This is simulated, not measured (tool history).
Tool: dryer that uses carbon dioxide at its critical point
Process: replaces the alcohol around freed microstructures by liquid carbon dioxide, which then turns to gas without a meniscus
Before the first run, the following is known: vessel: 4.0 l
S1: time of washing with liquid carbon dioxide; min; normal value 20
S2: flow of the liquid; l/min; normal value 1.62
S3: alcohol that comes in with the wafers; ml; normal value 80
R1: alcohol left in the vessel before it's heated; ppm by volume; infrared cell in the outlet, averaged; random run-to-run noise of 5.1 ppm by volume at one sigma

run,hour,S1,S2,S3,R1
1,0,20,1.62,80,123
2,6.4,20,1.62,80,131
3,13.8,20,1.62,80,127
4,21.4,20,1.62,80,134
5,26.6,20,1.62,80,131
6,34.6,22,1.62,80,91
7,42.9,22,1.62,80,84
8,49.6,20,1.62,80,130
9,58.2,20,1.62,80,139
10,68,20,2.11,80,49
11,77.3,20,1.62,80,139
12,85.5,20,1.62,80,155
13,92.3,20,1.62,80,142
14,98.6,20,1.62,80,149
15,107.6,22,1.6,80,108
16,112.1,20,1.02,58,624
17,120.2,20,1.02,58,625
18,129.8,19,1.07,58,643
19,137.7,20,2.05,55,50
20,147.5,20,2.05,55,45
21,153.7,20,2.05,55,54
22,161.4,20,2.05,55,54
23,167.8,28,1.37,80,75
24,175.4,18,1.26,101,806
25,182.6,29,2.42,59,31

What does the tool deliver on the next run?
26,192.7,15,1.81,97,?

{"run 26": {"R1": 393}}
The same run, on a tool lacking any hidden state, would have yielded R1 195 ppm by volume.

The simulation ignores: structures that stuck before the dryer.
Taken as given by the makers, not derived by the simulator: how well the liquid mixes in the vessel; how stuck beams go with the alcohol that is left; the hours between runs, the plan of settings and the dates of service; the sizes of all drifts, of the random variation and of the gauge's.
